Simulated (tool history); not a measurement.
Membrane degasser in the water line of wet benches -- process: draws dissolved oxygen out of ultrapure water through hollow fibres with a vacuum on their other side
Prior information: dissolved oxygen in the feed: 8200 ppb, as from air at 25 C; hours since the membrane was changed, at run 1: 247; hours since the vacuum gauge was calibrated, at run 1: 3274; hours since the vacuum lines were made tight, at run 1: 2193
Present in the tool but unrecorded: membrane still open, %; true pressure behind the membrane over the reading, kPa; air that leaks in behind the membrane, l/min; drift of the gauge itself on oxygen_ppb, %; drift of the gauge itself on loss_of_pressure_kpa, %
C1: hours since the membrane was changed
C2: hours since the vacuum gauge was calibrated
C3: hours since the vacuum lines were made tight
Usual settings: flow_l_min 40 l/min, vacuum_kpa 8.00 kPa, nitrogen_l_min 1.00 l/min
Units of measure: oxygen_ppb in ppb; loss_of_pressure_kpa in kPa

{"run": 1, "hour": 0.0, "flow_l_min": 40, "vacuum_kpa": 8.0, "nitrogen_l_min": 1.0, "C1": 247, "C2": 3274, "C3": 2193, "oxygen_ppb": 409.2, "loss_of_pressure_kpa": 52.05}
{"run": 2, "hour": 73.6, "flow_l_min": 40, "vacuum_kpa": 8.0, "nitrogen_l_min": 1.0, "C1": 321, "C2": 3348, "C3": 2267, "oxygen_ppb": 421.9, "loss_of_pressure_kpa": 51.78}
{"run": 3, "hour": 135.7, "flow_l_min": 40, "vacuum_kpa": 8.0, "nitrogen_l_min": 1.0, "C1": 383, "C2": 3410, "C3": 2329, "oxygen_ppb": 418.8, "loss_of_pressure_kpa": 51.89}
{"run": 4, "hour": 178.5, "flow_l_min": 40, "vacuum_kpa": 8.0, "nitrogen_l_min": 1.0, "C1": 426, "C2": 3452, "C3": 2372, "oxygen_ppb": 418.7, "loss_of_pressure_kpa": 52.13}
{"run": 5, "hour": 256.7, "flow_l_min": 40, "vacuum_kpa": 8.0, "nitrogen_l_min": 1.0, "C1": 504, "C2": 3531, "C3": 2450, "oxygen_ppb": 413.1, "loss_of_pressure_kpa": 52.29}
{"run": 6, "hour": 299.9, "flow_l_min": 26, "vacuum_kpa": 8.0, "nitrogen_l_min": 1.0, "C1": 547, "C2": 3574, "C3": 2493, "oxygen_ppb": 285.4, "loss_of_pressure_kpa": 34.09}
{"run": 7, "hour": 358.7, "flow_l_min": 26, "vacuum_kpa": 8.0, "nitrogen_l_min": 1.0, "C1": 606, "C2": 3633, "C3": 2552, "oxygen_ppb": 279.6, "loss_of_pressure_kpa": 33.66}
{"run": 8, "hour": 411.2, "flow_l_min": 40, "vacuum_kpa": 8.0, "nitrogen_l_min": 1.0, "C1": 659, "C2": 3685, "C3": 2604, "oxygen_ppb": 418.2, "loss_of_pressure_kpa": 52.08}
{"run": 9, "hour": 477.0, "flow_l_min": 40, "vacuum_kpa": 8.0, "nitrogen_l_min": 1.0, "C1": 724, "C2": 3751, "C3": 2670, "oxygen_ppb": 416.0, "loss_of_pressure_kpa": 52.54}
{"hour": 489.5, "done": "vacuum gauge calibrated"}
{"run": 10, "hour": 556.7, "flow_l_min": 40, "vacuum_kpa": 8.0, "nitrogen_l_min": 0.73, "C1": 804, "C2": 67, "C3": 2749, "oxygen_ppb": 535.2, "loss_of_pressure_kpa": 52.14}
{"run": 11, "hour": 625.5, "flow_l_min": 40, "vacuum_kpa": 14.12, "nitrogen_l_min": 1.0, "C1": 872, "C2": 136, "C3": 2818, "oxygen_ppb": 851.2, "loss_of_pressure_kpa": 52.22}
{"hour": 663.5, "done": "vacuum gauge calibrated, once more"}
{"run": 12, "hour": 700.3, "flow_l_min": 40, "vacuum_kpa": 14.12, "nitrogen_l_min": 0.48, "C1": 947, "C2": 37, "C3": 2892, "oxygen_ppb": 1344.7, "loss_of_pressure_kpa": 52.67}
{"run": 13, "hour": 769.3, "flow_l_min": 40, "vacuum_kpa": 14.12, "nitrogen_l_min": 0.48, "C1": 1016, "C2": 106, "C3": 2961, "oxygen_ppb": 1360.9, "loss_of_pressure_kpa": 52.22}
{"run": 14, "hour": 824.4, "flow_l_min": 40, "vacuum_kpa": 8.0, "nitrogen_l_min": 2.14, "C1": 1071, "C2": 161, "C3": 3016, "oxygen_ppb": 230.6, "loss_of_pressure_kpa": 52.36}
{"run": 15, "hour": 884.1, "flow_l_min": 40, "vacuum_kpa": 8.0, "nitrogen_l_min": 2.14, "C1": 1130, "C2": 221, "C3": 3076, "oxygen_ppb": 229.3, "loss_of_pressure_kpa": 52.08}
{"run": 16, "hour": 927.3, "flow_l_min": 28, "vacuum_kpa": 8.0, "nitrogen_l_min": 1.0, "C1": 1174, "C2": 264, "C3": 3119, "oxygen_ppb": 287.4, "loss_of_pressure_kpa": 36.14}
{"run": 17, "hour": 1004.5, "flow_l_min": 39, "vacuum_kpa": 13.24, "nitrogen_l_min": 1.0, "C1": 1251, "C2": 341, "C3": 3197, "oxygen_ppb": 759.7, "loss_of_pressure_kpa": 51.8}
{"run": 18, "hour": 1071.9, "flow_l_min": 49, "vacuum_kpa": 13.24, "nitrogen_l_min": 0.42, "C1": 1318, "C2": 408, "C3": 3264, "oxygen_ppb": 1556.2, "loss_of_pressure_kpa": 64.2}
{"run": 19, "hour": 1142.1, "flow_l_min": 34, "vacuum_kpa": 5.29, "nitrogen_l_min": 0.47, "C1": 1388, "C2": 479, "C3": 3334, "oxygen_ppb": 273.8, "loss_of_pressure_kpa": 44.63}
{"run": 20, "hour": 1219.3, "flow_l_min": 34, "vacuum_kpa": 6.93, "nitrogen_l_min": 0.47, "C1": 1466, "C2": 556, "C3": 3411, "oxygen_ppb": 465.0, "loss_of_pressure_kpa": 44.51}
{"run": 21, "hour": 1256.0, "flow_l_min": 34, "vacuum_kpa": 6.93, "nitrogen_l_min": 0.47, "C1": 1502, "C2": 592, "C3": 3448, "oxygen_ppb": 461.8, "loss_of_pressure_kpa": 44.72}
{"run": 22, "hour": 1302.7, "flow_l_min": 27, "vacuum_kpa": 4.99, "nitrogen_l_min": 1.0, "C1": 1549, "C2": 639, "C3": 3495, "oxygen_ppb": 113.6, "loss_of_pressure_kpa": 35.83}
{"run": 23, "hour": 1345.0, "flow_l_min": 40, "vacuum_kpa": 10.89, "nitrogen_l_min": 2.08, "C1": 1591, "C2": 681, "C3": 3537, "oxygen_ppb": 344.7, "loss_of_pressure_kpa": 52.59}
{"run": 24, "hour": 1419.2, "flow_l_min": 40, "vacuum_kpa": 10.89, "nitrogen_l_min": 2.08, "C1": 1666, "C2": 756, "C3": 3611, "oxygen_ppb": 349.1, "loss_of_pressure_kpa": 52.41}
{"run": 25, "hour": 1463.6, "flow_l_min": 40, "vacuum_kpa": 10.89, "nitrogen_l_min": 2.08, "C1": 1710, "C2": 800, "C3": 3656, "oxygen_ppb": 358.6, "loss_of_pressure_kpa": 52.65}
{"run": 26, "hour": 1510.3, "flow_l_min": 40, "vacuum_kpa": 10.89, "nitrogen_l_min": 2.08, "C1": 1757, "C2": 847, "C3": 3702, "oxygen_ppb": 356.6, "loss_of_pressure_kpa": 52.49}
{"run": 27, "hour": 1584.6, "flow_l_min": 40, "vacuum_kpa": 10.89, "nitrogen_l_min": 2.08, "C1": 1831, "C2": 921, "C3": 3777, "oxygen_ppb": 355.2, "loss_of_pressure_kpa": 52.58}
{"run": 28, "hour": 1642.8, "flow_l_min": 40, "vacuum_kpa": 10.89, "nitrogen_l_min": 2.08, "C1": 1889, "C2": 979, "C3": 3835, "oxygen_ppb": 360.4, "loss_of_pressure_kpa": 52.92}
{"run": 29, "hour": 1710.2, "flow_l_min": 40, "vacuum_kpa": 10.89, "nitrogen_l_min": 2.08, "C1": 1957, "C2": 1047, "C3": 3902, "oxygen_ppb": 356.7, "loss_of_pressure_kpa": 52.84}
{"run": 30, "hour": 1747.2, "flow_l_min": 40, "vacuum_kpa": 16.84, "nitrogen_l_min": 0.42, "C1": 1994, "C2": 1084, "C3": 3939, "oxygen_ppb": 1775.1, "loss_of_pressure_kpa": 52.65}
{"run": 31, "hour": 1785.8, "flow_l_min": 40, "vacuum_kpa": 16.84, "nitrogen_l_min": 0.42, "C1": 2032, "C2": 1122, "C3": 3978, "oxygen_ppb": 1773.5, "loss_of_pressure_kpa": 52.59}

Across each entry between runs, compare the hidden state at the last listed run before it with the hidden state at the first listed run after it:
In the gap between runs 9 and 10: vacuum gauge calibrated (hour 489.5)
  membrane still open, %: 99.5 -> 99.4; true pressure behind the membrane over the reading, kPa: 0.21 -> 0.34; air that leaks in behind the membrane, l/min: 0.0086 -> 0.0088
  what was measured, less what the result would be without the hidden state, oxygen_ppb: +16.6 -> +32.3 ppb; loss_of_pressure_kpa: +0.27 -> +0.30 kPa
In the gap between runs 11 and 12: vacuum gauge calibrated, once more (hour 663.5)
  membrane still open, %: 99.4 -> 99.3; true pressure behind the membrane over the reading, kPa: 0.34 -> 0; air that leaks in behind the membrane, l/min: 0.009 -> 0.0092
  what was measured, less what the result would be without the hidden state, oxygen_ppb: +24.5 -> -2.7 ppb; loss_of_pressure_kpa: +0.32 -> +0.35 kPa
